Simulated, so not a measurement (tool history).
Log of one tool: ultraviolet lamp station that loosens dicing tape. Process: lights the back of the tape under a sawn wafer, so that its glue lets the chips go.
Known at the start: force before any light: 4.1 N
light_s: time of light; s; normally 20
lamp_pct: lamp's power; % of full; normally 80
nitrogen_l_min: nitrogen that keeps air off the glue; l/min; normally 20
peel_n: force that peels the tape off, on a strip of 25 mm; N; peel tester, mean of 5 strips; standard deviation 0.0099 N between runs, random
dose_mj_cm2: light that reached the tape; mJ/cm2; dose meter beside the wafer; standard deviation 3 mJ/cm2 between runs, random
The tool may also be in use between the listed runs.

Run 1, hour 0: usual settings. Result: peel_n 0.469 N, dose_mj_cm2 411 mJ/cm2.
Run 2, hour 8.3: usual settings. Result: peel_n 0.482 N, dose_mj_cm2 409 mJ/cm2.
Run 3, hour 19.3: usual settings but nitrogen_l_min 38 l/min. Result: peel_n 0.315 N, dose_mj_cm2 413 mJ/cm2.
Run 4, hour 27.6: usual settings. Result: peel_n 0.516 N, dose_mj_cm2 406 mJ/cm2.
Run 5, hour 38.7: usual settings. Result: peel_n 0.474 N, dose_mj_cm2 406 mJ/cm2.
Run 6, hour 50.5: usual settings. Result: peel_n 0.501 N, dose_mj_cm2 403 mJ/cm2.
Run 7, hour 57.8: usual settings. Result: peel_n 0.513 N, dose_mj_cm2 406 mJ/cm2.
Run 8, hour 68.6: usual settings. Result: peel_n 0.514 N, dose_mj_cm2 401 mJ/cm2.
Run 9, hour 75.5: usual settings. Result: peel_n 0.485 N, dose_mj_cm2 404 mJ/cm2.
Run 10, hour 83.7: usual settings. Result: peel_n 0.499 N, dose_mj_cm2 398 mJ/cm2.
Run 11, hour 95.6: usual settings but light_s 22 s. Result: peel_n 0.425 N, dose_mj_cm2 439 mJ/cm2.
Run 12, hour 109.1: usual settings but light_s 35 s. Result: peel_n 0.179 N, dose_mj_cm2 700 mJ/cm2.
Run 13, hour 116.9: usual settings. Result: peel_n 0.51 N, dose_mj_cm2 397 mJ/cm2.
Run 14, hour 130: usual settings. Result: peel_n 0.515 N, dose_mj_cm2 396 mJ/cm2.
Run 15, hour 138.7: usual settings. Result: peel_n 0.514 N, dose_mj_cm2 396 mJ/cm2.
At hour 140.3: window cleaned of glue's vapour.
Run 16, hour 152.1: usual settings. Result: peel_n 0.517 N, dose_mj_cm2 386 mJ/cm2.
Run 17, hour 159.2: usual settings but nitrogen_l_min 21 l/min. Result: peel_n 0.52 N, dose_mj_cm2 383 mJ/cm2.
Run 18, hour 171.1: usual settings but lamp_pct 66 % of full. Result: peel_n 0.752 N, dose_mj_cm2 313 mJ/cm2.
Run 19, hour 183.3: usual settings but light_s 10 s, nitrogen_l_min 26 l/min. Result: peel_n 1.298 N, dose_mj_cm2 188 mJ/cm2.
Run 20, hour 194.9: usual settings but light_s 10 s, nitrogen_l_min 26 l/min. Result: peel_n 1.247 N, dose_mj_cm2 195 mJ/cm2.
Run 21, hour 204.3: usual settings but light_s 39 s, lamp_pct 91 % of full, nitrogen_l_min 32 l/min. Result: peel_n 0.122 N, dose_mj_cm2 841 mJ/cm2.
Run 22, hour 211.7: usual settings but light_s 26 s, lamp_pct 60 % of full, nitrogen_l_min 16 l/min. Result: peel_n 0.666 N, dose_mj_cm2 371 mJ/cm2.
At hour 217.6: window cleaned of glue's vapour, once more.
Run 23, hour 218.5: usual settings but light_s 21 s, lamp_pct 90 % of full, nitrogen_l_min 16 l/min. Result: peel_n 0.416 N, dose_mj_cm2 480 mJ/cm2.
Run 24, hour 226.1: usual settings but light_s 17 s, lamp_pct 68 % of full, nitrogen_l_min 40 l/min. Result: peel_n 0.573 N, dose_mj_cm2 292 mJ/cm2.
Run 25, hour 234: usual settings but nitrogen_l_min 27 l/min. Result: peel_n 0.39 N, dose_mj_cm2 407 mJ/cm2.
Run 26, hour 240.2: usual settings but light_s 11 s, lamp_pct 92 % of full. Result: peel_n 1.029 N, dose_mj_cm2 258 mJ/cm2.
Run 27, hour 250: usual settings but light_s 10 s. Result: peel_n 1.314 N, dose_mj_cm2 205 mJ/cm2.
Run 28, hour 257.9: usual settings but light_s 10 s. Result: peel_n 1.353 N, dose_mj_cm2 204 mJ/cm2.
Run 29, hour 265.6: usual settings but light_s 29 s, lamp_pct 63 % of full, nitrogen_l_min 10 l/min. Result: peel_n 0.626 N, dose_mj_cm2 465 mJ/cm2.
Run 30, hour 276.4: usual settings but light_s 29 s, lamp_pct 63 % of full, nitrogen_l_min 10 l/min. Result: peel_n 0.639 N, dose_mj_cm2 460 mJ/cm2.
Run 31, hour 289.4: usual settings but light_s 29 s, lamp_pct 77 % of full, nitrogen_l_min 10 l/min. Result: peel_n 0.44 N, dose_mj_cm2 564 mJ/cm2.
Run 32, hour 295: usual settings but light_s 29 s, lamp_pct 77 % of full, nitrogen_l_min 10 l/min. Result: peel_n 0.46 N, dose_mj_cm2 556 mJ/cm2.
Run 33, hour 302.5: usual settings but light_s 17 s, lamp_pct 73 % of full, nitrogen_l_min 14 l/min. Result: peel_n 0.947 N, dose_mj_cm2 306 mJ/cm2.
Run 34, hour 308.3: usual settings but light_s 17 s, lamp_pct 73 % of full, nitrogen_l_min 14 l/min. Result: peel_n 0.937 N, dose_mj_cm2 310 mJ/cm2.
Run 35, hour 314.4: usual settings but light_s 17 s, lamp_pct 73 % of full, nitrogen_l_min 14 l/min. Result: peel_n 0.954 N, dose_mj_cm2 310 mJ/cm2.

Hidden state or all else? Some run-to-run changes of peel_n, split into what the settings, what came in and random variation would give without the hidden state, and what is left for the hidden state (with any gauge scatter that isn't in both results):
Hidden state at play: lamp's light, % of a new lamp's; light that the window lets through, % of a clean one's; drift of the gauge itself on peel_n, %; drift of the gauge itself on dose_mj_cm2, %.
Run 20 -> 21: light_s 10 -> 39, lamp_pct 80 -> 91, nitrogen_l_min 26 -> 32. peel_n -1.125 N: hidden state -0.177, all else -0.948.
Run 21 -> 22: light_s 39 -> 26, lamp_pct 91 -> 60, nitrogen_l_min 32 -> 16. peel_n +0.544 N: hidden state +0.132, all else +0.412.
Run 22 -> 23: light_s 26 -> 21, lamp_pct 60 -> 90, window cleaned of glue's vapour, once more. peel_n -0.25 N: hidden state -0.09, all else -0.16.
Run 25 -> 26: light_s 20 -> 11, lamp_pct 80 -> 92, nitrogen_l_min 27 -> 20. peel_n +0.639 N: hidden state +0.048, all else +0.591.
Run 28 -> 29: light_s 10 -> 29, lamp_pct 80 -> 63, nitrogen_l_min 20 -> 10. peel_n -0.727 N: hidden state -0.033, all else -0.694.
